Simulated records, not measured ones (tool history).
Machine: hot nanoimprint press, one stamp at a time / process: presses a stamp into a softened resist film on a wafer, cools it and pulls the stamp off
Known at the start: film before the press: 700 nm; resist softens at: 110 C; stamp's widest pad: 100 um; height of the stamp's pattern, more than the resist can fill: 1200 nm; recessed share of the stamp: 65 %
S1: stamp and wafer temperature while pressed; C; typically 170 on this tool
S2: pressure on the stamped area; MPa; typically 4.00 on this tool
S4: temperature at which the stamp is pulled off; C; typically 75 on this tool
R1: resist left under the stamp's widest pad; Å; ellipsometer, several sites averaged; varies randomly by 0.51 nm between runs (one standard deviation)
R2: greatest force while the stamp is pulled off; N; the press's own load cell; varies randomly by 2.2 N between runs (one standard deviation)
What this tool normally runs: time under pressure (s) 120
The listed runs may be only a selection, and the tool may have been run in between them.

run 1 hour=0.0 | S1=170 S2=4.00 time_under_pressure_(s)=120 S4=75 | R1=2634 R2=99
run 2 hour=14.2 | S1=170 S2=4.00 time_under_pressure_(s)=120 S4=75 | R1=2633 R2=95
run 3 hour=35.2 | S1=170 S2=4.00 time_under_pressure_(s)=120 S4=75 | R1=2633 R2=97
run 4 hour=59.6 | S1=170 S2=4.00 time_under_pressure_(s)=120 S4=75 | R1=2636 R2=100
run 5 hour=86.7 | S1=170 S2=4.00 time_under_pressure_(s)=120 S4=75 | R1=2638 R2=102
run 6 hour=110.6 | S1=170 S2=4.00 time_under_pressure_(s)=120 S4=75 | R1=2653 R2=100
run 7 hour=135.0 | S1=170 S2=4.00 time_under_pressure_(s)=120 S4=75 | R1=2646 R2=100
run 8 hour=153.9 | S1=178 S2=3.03 time_under_pressure_(s)=206 S4=71 | R1=1708 R2=108
run 9 hour=165.5 | S1=164 S2=3.03 time_under_pressure_(s)=103 S4=71 | R1=4011 R2=105
run 10 hour=181.6 | S1=164 S2=3.03 time_under_pressure_(s)=103 S4=71 | R1=4003 R2=107
run 11 hour=199.0 | S1=170 S2=3.84 time_under_pressure_(s)=120 S4=79 | R1=2695 R2=97

Run 12 comes next. What will it give?
run 12 hour=215.6 | S1=166 S2=4.47 time_under_pressure_(s)=117 S4=79 | R1=? R2=?

{"run 12": {"R1": 3038, "R2": 96}}
Had the tool carried no hidden state, the very same run would have given R1 3011 Å, R2 96 N.
